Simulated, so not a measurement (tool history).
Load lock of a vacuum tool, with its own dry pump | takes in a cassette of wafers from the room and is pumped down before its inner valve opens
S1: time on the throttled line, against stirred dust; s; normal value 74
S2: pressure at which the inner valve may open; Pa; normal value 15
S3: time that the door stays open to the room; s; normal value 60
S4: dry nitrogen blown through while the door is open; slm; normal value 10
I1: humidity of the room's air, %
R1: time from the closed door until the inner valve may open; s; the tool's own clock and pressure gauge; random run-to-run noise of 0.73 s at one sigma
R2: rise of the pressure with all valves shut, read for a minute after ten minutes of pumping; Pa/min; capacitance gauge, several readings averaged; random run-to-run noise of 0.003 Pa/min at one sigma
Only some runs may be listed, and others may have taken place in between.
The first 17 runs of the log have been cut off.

{"run": 18, "hour": 7063.3, "S1": 74, "S2": 15, "S3": 60, "S4": 10, "I1": 46, "R1": 111.2, "R2": 0.039}
{"run": 19, "hour": 7508.6, "S1": 74, "S2": 18, "S3": 38, "S4": 27, "I1": 46.9, "R1": 108.9, "R2": 0.022}
{"run": 20, "hour": 7872.8, "S1": 59, "S2": 30, "S3": 213, "S4": 44, "I1": 43, "R1": 95.9, "R2": 0.036}
{"run": 21, "hour": 8161.9, "S1": 74, "S2": 15, "S3": 34, "S4": 10, "I1": 42.4, "R1": 110.9, "R2": 0.032}
{"run": 22, "hour": 8478.7, "S1": 74, "S2": 15, "S3": 34, "S4": 10, "I1": 40.8, "R1": 109.9, "R2": 0.023}
{"run": 23, "hour": 8960.6, "S1": 74, "S2": 15, "S3": 51, "S4": 15, "I1": 47.7, "R1": 110.6, "R2": 0.034}
{"run": 24, "hour": 9438.6, "S1": 74, "S2": 15, "S3": 51, "S4": 15, "I1": 47.6, "R1": 111.3, "R2": 0.034}
{"run": 25, "hour": 9998.7, "S1": 74, "S2": 15, "S3": 51, "S4": 15, "I1": 46.2, "R1": 110.9, "R2": 0.032}
{"run": 26, "hour": 10530.8, "S1": 74, "S2": 27, "S3": 60, "S4": 10, "I1": 43.4, "R1": 108.3, "R2": 0.038}
{"run": 27, "hour": 10892.9, "S1": 74, "S2": 27, "S3": 60, "S4": 10, "I1": 44.5, "R1": 109.1, "R2": 0.034}
{"run": 28, "hour": 11352.6, "S1": 43, "S2": 14, "S3": 60, "S4": 10, "I1": 45.8, "R1": 86.1, "R2": 0.043}
{"run": 29, "hour": 11600.2, "S1": 37, "S2": 15, "S3": 60, "S4": 21, "I1": 42.2, "R1": 81.3, "R2": 0.026}
{"run": 30, "hour": 12066.7, "S1": 135, "S2": 13, "S3": 74, "S4": 8, "I1": 45.7, "R1": 162.6, "R2": 0.049}

The next listed run, before its measurement:
{"hour": 12260.0, "done": "dry pump taken out, an overhauled one fitted"}
{"hour": 12379.8, "done": "door's seal changed, seat wiped"}
{"run": 31, "hour": 12431.5, "S1": 49, "S2": 15, "S3": 30, "S4": 10, "I1": 44.1, "R1": "?", "R2": "?"}

{"run 31": {"R1": 90, "R2": 0.029}}
If the tool had no hidden condition, the same run with the same run-to-run variation would have returned R1 89.9 s, R2 0.029 Pa/min.
